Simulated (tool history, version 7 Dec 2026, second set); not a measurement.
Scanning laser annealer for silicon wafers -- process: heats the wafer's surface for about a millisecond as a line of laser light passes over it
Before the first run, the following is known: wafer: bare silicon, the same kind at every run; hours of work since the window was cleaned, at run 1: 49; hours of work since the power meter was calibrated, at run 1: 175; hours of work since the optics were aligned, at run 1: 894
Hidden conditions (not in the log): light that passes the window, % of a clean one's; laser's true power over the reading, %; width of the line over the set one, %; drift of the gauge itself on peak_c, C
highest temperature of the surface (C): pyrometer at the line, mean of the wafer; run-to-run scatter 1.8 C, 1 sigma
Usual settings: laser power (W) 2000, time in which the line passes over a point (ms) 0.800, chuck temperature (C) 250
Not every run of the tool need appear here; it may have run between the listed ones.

run,hour,laser power (W),time in which the line passes over a point (ms),chuck temperature (C),hours of work since the window was cleaned,hours of work since the power meter was calibrated,hours of work since the optics were aligned,highest temperature of the surface (C)
1,0.0,2000,0.800,250,49,175,894,1026
2,9.6,2000,0.800,250,55,181,900,1029
3,24.5,2000,0.800,250,65,190,909,1026
4,35.9,2000,0.800,250,72,197,916,1023
5,46.0,2000,0.800,250,78,204,923,1025
6,60.9,2000,0.800,250,88,213,932,1025
7,78.1,2000,0.800,250,99,224,943,1022
8,91.8,2000,0.800,233,107,233,952,1006
9,105.6,2000,0.800,250,116,242,961,1024
10,118.3,2000,0.859,250,124,250,969,1052
11,136.4,2000,0.859,250,136,261,980,1050
12,150.0,2157,0.952,250,144,270,989,1181
13,161.1,1742,0.801,250,151,277,996,898
14,171.7,1742,0.801,250,158,284,1003,895
15,181.7,1892,0.725,222,165,290,1009,904
16,196.5,2086,0.813,222,174,299,1018,1043
17,211.6,1971,0.693,250,183,309,1028,952
18,223.3,1971,0.693,250,191,316,1035,951
19,232.5,1971,0.693,250,197,322,1041,947
20,242.1,2011,0.990,236,203,328,1047,1098
21,251.0,2011,0.715,236,208,334,1053,967
22,262.3,1989,0.715,271,216,341,1060,992

What if the next run were any one of these 3? Each begins from the tool's condition after run 22:
A,271.1,2088,0.797,210,221,347,1066,?
B,271.1,2000,0.800,290,221,347,1066,?
C,271.1,1989,0.715,275,221,347,1066,?

run,highest temperature of the surface (C)
A,1019
B,1055
C,994
With no hidden state in the tool, these same runs would have given:
run,highest temperature of the surface (C)
A,1045
B,1079
C,1017
